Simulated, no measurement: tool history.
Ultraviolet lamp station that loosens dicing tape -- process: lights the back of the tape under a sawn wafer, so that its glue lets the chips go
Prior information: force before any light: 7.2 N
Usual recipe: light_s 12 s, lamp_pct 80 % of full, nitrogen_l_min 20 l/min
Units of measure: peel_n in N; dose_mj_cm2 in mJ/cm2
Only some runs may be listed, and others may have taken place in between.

Run 1, hour 0: usual settings. Result: peel_n 0.681 N, dose_mj_cm2 231 mJ/cm2.
Run 2, hour 27.6: usual settings but light_s 8 s. Result: peel_n 1.321 N, dose_mj_cm2 154 mJ/cm2.
Run 3, hour 50.1: usual settings but light_s 8 s. Result: peel_n 1.339 N, dose_mj_cm2 157 mJ/cm2.
Run 4, hour 74.3: usual settings but light_s 8 s. Result: peel_n 1.34 N, dose_mj_cm2 158 mJ/cm2.
Run 5, hour 95.5: usual settings but light_s 8 s. Result: peel_n 1.345 N, dose_mj_cm2 156 mJ/cm2.
Run 6, hour 109.5: usual settings but light_s 19 s. Result: peel_n 0.269 N, dose_mj_cm2 373 mJ/cm2.
Run 7, hour 134.2: usual settings but light_s 19 s. Result: peel_n 0.277 N, dose_mj_cm2 371 mJ/cm2.
Run 8, hour 148: usual settings but light_s 19 s, lamp_pct 62 % of full. Result: peel_n 0.42 N, dose_mj_cm2 292 mJ/cm2.
Run 9, hour 163.4: usual settings but nitrogen_l_min 8 l/min. Result: peel_n 1.117 N, dose_mj_cm2 235 mJ/cm2.
Run 10, hour 182: usual settings but light_s 8 s, lamp_pct 96 % of full, nitrogen_l_min 8 l/min. Result: peel_n 1.57 N, dose_mj_cm2 191 mJ/cm2.
Run 11, hour 204.4: usual settings but light_s 8 s, lamp_pct 96 % of full, nitrogen_l_min 8 l/min. Result: peel_n 1.611 N, dose_mj_cm2 185 mJ/cm2.
Run 12, hour 219.3: usual settings but light_s 11 s, nitrogen_l_min 19 l/min. Result: peel_n 0.798 N, dose_mj_cm2 219 mJ/cm2.
Run 13, hour 245.8: usual settings but light_s 7 s, lamp_pct 79 % of full, nitrogen_l_min 28 l/min. Result: peel_n 1.468 N, dose_mj_cm2 132 mJ/cm2.
Run 14, hour 268.3: usual settings but light_s 13 s, lamp_pct 79 % of full, nitrogen_l_min 21 l/min. Result: peel_n 0.54 N, dose_mj_cm2 246 mJ/cm2.
Run 15, hour 285.2: usual settings but light_s 8 s. Result: peel_n 1.407 N, dose_mj_cm2 152 mJ/cm2.
Run 16, hour 307.6: usual settings but light_s 21 s, lamp_pct 98 % of full, nitrogen_l_min 8 l/min. Result: peel_n 0.27 N, dose_mj_cm2 503 mJ/cm2.
Run 17, hour 334.8: usual settings but light_s 11 s, lamp_pct 90 % of full, nitrogen_l_min 8 l/min. Result: peel_n 1.057 N, dose_mj_cm2 243 mJ/cm2.

Branching from run 17: 5 alternative next runs. What would each branch give?
Run A, hour 362.3: usual settings but light_s 7 s, lamp_pct 90 % of full, nitrogen_l_min 29 l/min. Result: peel_n ?, dose_mj_cm2 ?.
Run B, hour 362.3: usual settings but lamp_pct 84 % of full, nitrogen_l_min 7 l/min. Result: peel_n ?, dose_mj_cm2 ?.
Run C, hour 362.3: usual settings but light_s 11 s, lamp_pct 96 % of full, nitrogen_l_min 15 l/min. Result: peel_n ?, dose_mj_cm2 ?.
Run D, hour 362.3: usual settings but light_s 19 s. Result: peel_n ?, dose_mj_cm2 ?.
Run E, hour 362.3: usual settings but light_s 11 s, lamp_pct 81 % of full, nitrogen_l_min 19 l/min. Result: peel_n ?, dose_mj_cm2 ?.

run  peel_n  dose_mj_cm2
  A    1.24          158
  B   1.098          247
  C   0.622          255
  D   0.263          375
  E   0.777          220
Had the tool no hidden state, the same runs would have come out as:
run  peel_n  dose_mj_cm2
  A   1.238          158
  B   1.097          247
  C   0.622          255
  D   0.263          375
  E   0.776          220
